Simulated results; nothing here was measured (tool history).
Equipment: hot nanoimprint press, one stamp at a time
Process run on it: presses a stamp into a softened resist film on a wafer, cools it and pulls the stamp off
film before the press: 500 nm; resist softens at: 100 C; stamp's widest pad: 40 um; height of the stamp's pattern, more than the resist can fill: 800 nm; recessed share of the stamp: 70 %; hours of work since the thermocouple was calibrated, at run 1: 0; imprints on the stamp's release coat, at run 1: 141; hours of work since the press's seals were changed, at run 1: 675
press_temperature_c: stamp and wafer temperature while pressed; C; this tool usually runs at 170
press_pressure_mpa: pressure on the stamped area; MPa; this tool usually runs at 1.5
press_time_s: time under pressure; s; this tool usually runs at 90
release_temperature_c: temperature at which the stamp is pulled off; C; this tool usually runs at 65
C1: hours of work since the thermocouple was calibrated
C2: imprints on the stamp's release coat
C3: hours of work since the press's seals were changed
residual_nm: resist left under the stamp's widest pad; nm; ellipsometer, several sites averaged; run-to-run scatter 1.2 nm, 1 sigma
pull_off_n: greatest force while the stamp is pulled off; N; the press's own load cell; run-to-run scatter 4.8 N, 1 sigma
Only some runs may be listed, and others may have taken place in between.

Run 1, day 0: usual settings; C1 0; C2 141; C3 675. Result: residual_nm 246.5 nm, pull_off_n 238 N.
Run 2, day 1.204: usual settings; C1 19; C2 267; C3 693. Result: residual_nm 246.1 nm, pull_off_n 238 N.
Run 3, day 2.483: usual settings; C1 39; C2 400; C3 713. Result: residual_nm 245.4 nm, pull_off_n 238 N.
Run 4, day 4.233: usual settings; C1 66; C2 582; C3 741. Result: residual_nm 244.8 nm, pull_off_n 234 N.
Run 5, day 6.271: usual settings but release_temperature_c 52 C; C1 98; C2 794; C3 772. Result: residual_nm 245.6 nm, pull_off_n 288 N.
Run 6, day 7.958: usual settings; C1 124; C2 970; C3 799. Result: residual_nm 250.1 nm, pull_off_n 241 N.
Run 7, day 9.458: usual settings but press_temperature_c 174 C; C1 148; C2 1126; C3 822. Result: residual_nm 201.2 nm, pull_off_n 238 N.
At day 9.838: stamp cleaned and given a new release coat.
Run 8, day 10.942: usual settings but press_temperature_c 162 C, press_time_s 56 s, release_temperature_c 60 C; C1 167; C2 115; C3 841. Result: residual_nm 393.2 nm, pull_off_n 251 N.
Run 9, day 12.475: usual settings but press_temperature_c 163 C, press_time_s 82 s; C1 191; C2 274; C3 865. Result: residual_nm 351.1 nm, pull_off_n 238 N.
Run 10, day 15.075: usual settings but press_temperature_c 163 C, press_pressure_mpa 1.74 MPa, press_time_s 147 s, release_temperature_c 56 C; C1 231; C2 545; C3 906. Result: residual_nm 283.1 nm, pull_off_n 274 N.
At day 17.442: plate thermocouple calibrated.
Run 11, day 17.442: usual settings but press_pressure_mpa 1.99 MPa, release_temperature_c 68 C; C1 0; C2 778; C3 941. Result: residual_nm 222.3 nm, pull_off_n 213 N.

Some steps in residual_nm, run to run, broken into two amounts with sign: the step expected even without the hidden condition (settings, incoming material, random variation), and the rest, left for the hidden condition together with whatever gauge scatter is not in both the measured and the hidden-condition-free result:
The tool's hidden condition here consists of: true temperature over the reading, C; pressure that arrives at the usual setting, %; grip of the stamp's worn release coat, % over a new coat's; drift of the gauge itself on residual_nm, %; drift of the gauge itself on pull_off_n, %.
Run 7 -> 8: press_temperature_c 174 -> 162, press_time_s 90 -> 56, release_temperature_c 65 -> 60, stamp cleaned and given a new release coat. residual_nm +192 nm: hidden state +0.7, all else +191.3.
